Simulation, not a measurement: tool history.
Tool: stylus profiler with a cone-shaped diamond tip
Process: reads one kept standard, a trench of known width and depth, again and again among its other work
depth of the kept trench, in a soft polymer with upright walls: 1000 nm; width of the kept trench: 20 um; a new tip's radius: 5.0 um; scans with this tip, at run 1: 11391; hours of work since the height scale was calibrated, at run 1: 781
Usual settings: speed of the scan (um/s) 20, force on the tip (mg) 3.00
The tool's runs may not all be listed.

run	hour	speed of the scan (um/s)	force on the tip (mg)	scans with this tip	hours of work since the height scale was calibrated	depth of the trench (Å)	width of the trench's floor (nm)
1	0.0	20	3.00	11391	781	10112.5	11890
2	71.6	20	5.18	11604	835	10164.2	11830
3	183.4	20	5.18	11935	917	10169.9	11790
4	259.2	15	3.00	12160	974	10105.9	11780
5	363.0	20	7.99	12468	1051	10230.0	11730
6	461.4	20	1.40	12760	1124	10051.9	11630
7	528.2	20	1.40	12958	1173	10042.7	11590
8	583.9	78	1.40	13123	1214	10044.7	11330
9	640.8	20	3.00	13292	1257	10097.9	11570
10	717.0	20	3.00	13518	1313	10097.1	11610
11	827.4	20	3.00	13845	1395	10093.3	11410
12	932.4	20	2.48	14157	1473	10072.4	11410
13	1004.6	33	3.00	14371	1526	10088.3	11390
14	1080.4	33	3.00	14596	1583	10085.0	11360
15	1152.0	33	3.00	14809	1636	10081.2	11340
16	1219.7	11	2.40	15009	1686	10065.3	11320
17	1303.9	6	3.55	15259	1748	10098.5	11340
18	1368.0	6	3.55	15449	1796	10093.7	11280
19	1471.5	6	5.14	15756	1873	10134.5	11260
20	1568.2	8	1.97	16043	1944	10042.9	11220
21	1642.3	49	1.44	16263	1999	10017.4	11000
# hour 1727.7: height scale calibrated on a step standard
22	1730.7	19	1.21	16524	2	10078.5	11060
23	1796.1	13	3.18	16718	51	10141.1	11130
24	1860.0	13	3.18	16907	98	10138.9	11080
25	1910.7	13	3.18	17058	136	10145.6	11070
26	1978.7	61	4.20	17259	186	10164.8	10820
27	2044.1	27	4.20	17453	235	10164.2	10950

Forecast each of these 4 alternatives for the next run:
A	2092.2	24	4.20	17596	270	?	?
B	2092.2	7	9.00	17596	270	?	?
C	2092.2	10	5.02	17596	270	?	?
D	2092.2	20	2.24	17596	270	?	?

run	depth of the trench (Å)	width of the trench's floor (nm)
A	10162.8	10970
B	10278.8	11040
C	10184.6	10990
D	10100.5	10940
Without the tool's hidden state the same runs would have given:
run	depth of the trench (Å)	width of the trench's floor (nm)
A	10169.5	13940
B	10285.5	14010
C	10191.3	13960
D	10107.2	13910
